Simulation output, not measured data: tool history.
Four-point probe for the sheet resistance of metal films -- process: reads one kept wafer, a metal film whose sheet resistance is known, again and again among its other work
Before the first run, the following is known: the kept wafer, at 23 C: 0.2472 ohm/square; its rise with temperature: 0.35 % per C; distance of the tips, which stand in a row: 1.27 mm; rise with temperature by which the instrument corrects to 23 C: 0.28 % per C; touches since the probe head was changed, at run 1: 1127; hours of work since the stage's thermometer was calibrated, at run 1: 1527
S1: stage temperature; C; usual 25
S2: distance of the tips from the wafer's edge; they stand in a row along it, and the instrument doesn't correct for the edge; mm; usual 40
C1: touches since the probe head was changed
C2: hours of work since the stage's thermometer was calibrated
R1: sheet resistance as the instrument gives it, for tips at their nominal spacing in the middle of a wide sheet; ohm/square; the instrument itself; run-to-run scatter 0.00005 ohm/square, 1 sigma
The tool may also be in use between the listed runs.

run 1 hour=0.0 | S1=25 S2=40 | C1=1127 C2=1527 | R1=0.248658
run 2 hour=20.9 | S1=25 S2=40 | C1=1622 C2=1543 | R1=0.248676
run 3 hour=34.3 | S1=25 S2=40 | C1=1941 C2=1553 | R1=0.248641
run 4 hour=57.4 | S1=25 S2=40 | C1=2490 C2=1570 | R1=0.248682
run 5 hour=80.7 | S1=25 S2=40 | C1=3043 C2=1587 | R1=0.248679
run 6 hour=98.2 | S1=25 S2=40 | C1=3458 C2=1600 | R1=0.248771
run 7 hour=123.0 | S1=25 S2=40 | C1=4046 C2=1619 | R1=0.248775
run 8 hour=144.8 | S1=25 S2=40 | C1=4565 C2=1635 | R1=0.248694
run 9 hour=169.7 | S1=25 S2=40 | C1=5156 C2=1654 | R1=0.248807
run 10 hour=187.8 | S1=25 S2=40 | C1=5584 C2=1667 | R1=0.248763
run 11 hour=202.9 | S1=25 S2=40 | C1=5944 C2=1679 | R1=0.248796
run 12 hour=225.4 | S1=25 S2=40 | C1=6479 C2=1695 | R1=0.248787
run 13 hour=243.2 | S1=25 S2=40 | C1=6899 C2=1709 | R1=0.248725
run 14 hour=267.5 | S1=25 S2=40 | C1=7476 C2=1727 | R1=0.248829
run 15 hour=286.3 | S1=25 S2=40 | C1=7923 C2=1741 | R1=0.248788
run 16 hour=301.5 | S1=25 S2=40 | C1=8286 C2=1752 | R1=0.248782
run 17 hour=324.0 | S1=25 S2=40 | C1=8819 C2=1769 | R1=0.248829
run 18 hour=346.7 | S1=32 S2=40 | C1=9358 C2=1786 | R1=0.250053
run 19 hour=365.7 | S1=31 S2=43 | C1=9810 C2=1800 | R1=0.249881
run 20 hour=389.6 | S1=31 S2=43 | C1=10377 C2=1818 | R1=0.249928
run 21 hour=409.1 | S1=19 S2=14 | C1=10840 C2=1833 | R1=0.248659
-- hour=415.8 stage's thermometer calibrated
run 22 hour=424.3 | S1=19 S2=14 | C1=11189 C2=6 | R1=0.249098
run 23 hour=442.8 | S1=31 S2=4 | C1=11628 C2=20 | R1=0.263189
run 24 hour=458.8 | S1=18 S2=27 | C1=12007 C2=32 | R1=0.248180
run 25 hour=477.2 | S1=19 S2=6 | C1=12445 C2=46 | R1=0.253934
run 26 hour=493.5 | S1=21 S2=15 | C1=12832 C2=58 | R1=0.249387
run 27 hour=514.6 | S1=21 S2=15 | C1=13333 C2=74 | R1=0.249375
run 28 hour=535.0 | S1=21 S2=15 | C1=13818 C2=89 | R1=0.249432
run 29 hour=550.2 | S1=28 S2=4 | C1=14178 C2=100 | R1=0.262512
run 30 hour=570.7 | S1=29 S2=53 | C1=14664 C2=116 | R1=0.250002
run 31 hour=590.3 | S1=29 S2=26 | C1=15131 C2=130 | R1=0.250209
run 32 hour=612.4 | S1=22 S2=47 | C1=15654 C2=147 | R1=0.248728
run 33 hour=625.5 | S1=28 S2=20 | C1=15965 C2=157 | R1=0.250330
run 34 hour=637.7 | S1=31 S2=5 | C1=16255 C2=166 | R1=0.258648
run 35 hour=656.0 | S1=31 S2=5 | C1=16689 C2=179 | R1=0.258734

Forecast each of these 5 alternatives for the next run:
run A hour=671.3 | S1=35 S2=40 | C1=17052 C2=191 | R1=?
run B hour=671.3 | S1=24 S2=5 | C1=17052 C2=191 | R1=?
run C hour=671.3 | S1=32 S2=4 | C1=17052 C2=191 | R1=?
run D hour=671.3 | S1=31 S2=4 | C1=17052 C2=191 | R1=?
run E hour=671.3 | S1=22 S2=5 | C1=17052 C2=191 | R1=?

run=A R1=0.251226
run=B R1=0.257389
run=C R1=0.263320
run=D R1=0.263121
run=E R1=0.256919
Had the tool no hidden state, the same runs would have come out as:
run=A R1=0.249560
run=B R1=0.255687
run=C R1=0.261581
run=D R1=0.261384
run=E R1=0.255220
